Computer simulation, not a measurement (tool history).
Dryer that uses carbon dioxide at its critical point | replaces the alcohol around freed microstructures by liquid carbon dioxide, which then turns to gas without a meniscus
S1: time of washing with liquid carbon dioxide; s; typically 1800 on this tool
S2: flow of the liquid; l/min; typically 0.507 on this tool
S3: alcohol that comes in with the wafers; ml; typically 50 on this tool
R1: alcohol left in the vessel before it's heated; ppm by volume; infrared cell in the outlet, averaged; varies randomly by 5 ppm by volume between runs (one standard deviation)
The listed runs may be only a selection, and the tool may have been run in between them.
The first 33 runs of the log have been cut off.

{"run": 34, "hour": 580.9, "S1": 1140, "S2": 0.761, "S3": 67, "R1": 191}
{"run": 35, "hour": 599.4, "S1": 1800, "S2": 0.507, "S3": 49, "R1": 142}
{"run": 36, "hour": 619.5, "S1": 1800, "S2": 0.507, "S3": 49, "R1": 137}
{"run": 37, "hour": 630.3, "S1": 1920, "S2": 0.658, "S3": 93, "R1": 104}
{"run": 38, "hour": 654.2, "S1": 1920, "S2": 0.658, "S3": 93, "R1": 119}
{"run": 39, "hour": 670.6, "S1": 1080, "S2": 0.527, "S3": 21, "R1": 318}
{"run": 40, "hour": 696.0, "S1": 2100, "S2": 0.305, "S3": 24, "R1": 242}
{"run": 41, "hour": 711.6, "S1": 1680, "S2": 0.507, "S3": 22, "R1": 148}
{"run": 42, "hour": 730.3, "S1": 1980, "S2": 0.464, "S3": 88, "R1": 201}
{"run": 43, "hour": 741.6, "S1": 2400, "S2": 0.507, "S3": 29, "R1": 125}
{"run": 44, "hour": 760.1, "S1": 2400, "S2": 0.507, "S3": 29, "R1": 122}
{"run": 45, "hour": 773.2, "S1": 1740, "S2": 0.507, "S3": 50, "R1": 187}
{"run": 46, "hour": 795.6, "S1": 1620, "S2": 0.717, "S3": 38, "R1": 137}

4 options for the next run, each taken on its own from the tool as it stands now. Forecast them:
{"run": "A", "hour": 817.8, "S1": 1140, "S2": 0.507, "S3": 73, "R1": "?"}
{"run": "B", "hour": 817.8, "S1": 1680, "S2": 0.576, "S3": 39, "R1": "?"}
{"run": "C", "hour": 817.8, "S1": 1200, "S2": 0.717, "S3": 21, "R1": "?"}
{"run": "D", "hour": 817.8, "S1": 1920, "S2": 0.507, "S3": 48, "R1": "?"}

run=A R1=850
run=B R1=166
run=C R1=156
run=D R1=167
With no hidden state in the tool, these same runs would have given:
run=A R1=500
run=B R1=25
run=C R1=17
run=D R1=24
